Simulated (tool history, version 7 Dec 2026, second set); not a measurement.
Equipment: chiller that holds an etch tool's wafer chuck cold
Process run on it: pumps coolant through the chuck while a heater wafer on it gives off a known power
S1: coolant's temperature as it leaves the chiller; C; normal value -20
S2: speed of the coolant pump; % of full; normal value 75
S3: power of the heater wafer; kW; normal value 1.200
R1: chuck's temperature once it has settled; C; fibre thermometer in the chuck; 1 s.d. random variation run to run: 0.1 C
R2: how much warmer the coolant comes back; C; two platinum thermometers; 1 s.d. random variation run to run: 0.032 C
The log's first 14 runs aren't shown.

run,day,S1,S2,S3,R1,R2
15,14.592,-20,61,1.200,-10.1,5.20
16,15.262,-16,75,1.200,-7.5,4.09
17,16.112,-18,93,0.942,-12.3,2.61
18,17.200,-18,93,1.634,-8.2,4.43
19,18.242,-10,75,0.603,-5.6,2.08
20,19.646,-10,75,0.603,-5.9,2.07
21,20.925,-10,75,0.603,-5.7,2.06
22,21.862,-20,75,1.369,-10.4,4.65
23,22.742,-30,95,0.606,-26.4,1.56
24,24.008,-20,75,1.068,-12.6,3.68
25,25.071,-21,75,1.200,-12.6,4.11
26,26.175,-17,60,1.200,-6.9,5.28
27,27.579,-17,60,1.200,-6.8,5.31
28,29.062,-11,60,1.200,-0.9,5.24
29,29.688,-15,60,0.638,-9.5,2.79
30,30.929,-20,75,1.390,-10.2,4.81
31,31.904,-20,91,0.639,-16.0,1.76

Each row is a separate what-if for the run after 31, all from the same tool condition, not one after another. Results?
A,32.579,-16,75,1.200,?,?
B,32.579,-28,75,0.625,?,?
C,32.579,-14,63,0.639,?,?
D,32.579,-27,91,1.200,?,?

run,R1,R2
A,-7.5,4.13
B,-23.6,2.18
C,-8.6,2.71
D,-19.8,3.31
Without the tool's unlogged condition, the same runs would have read:
run,R1,R2
A,-7.6,4.12
B,-23.7,2.17
C,-8.6,2.71
D,-19.8,3.31

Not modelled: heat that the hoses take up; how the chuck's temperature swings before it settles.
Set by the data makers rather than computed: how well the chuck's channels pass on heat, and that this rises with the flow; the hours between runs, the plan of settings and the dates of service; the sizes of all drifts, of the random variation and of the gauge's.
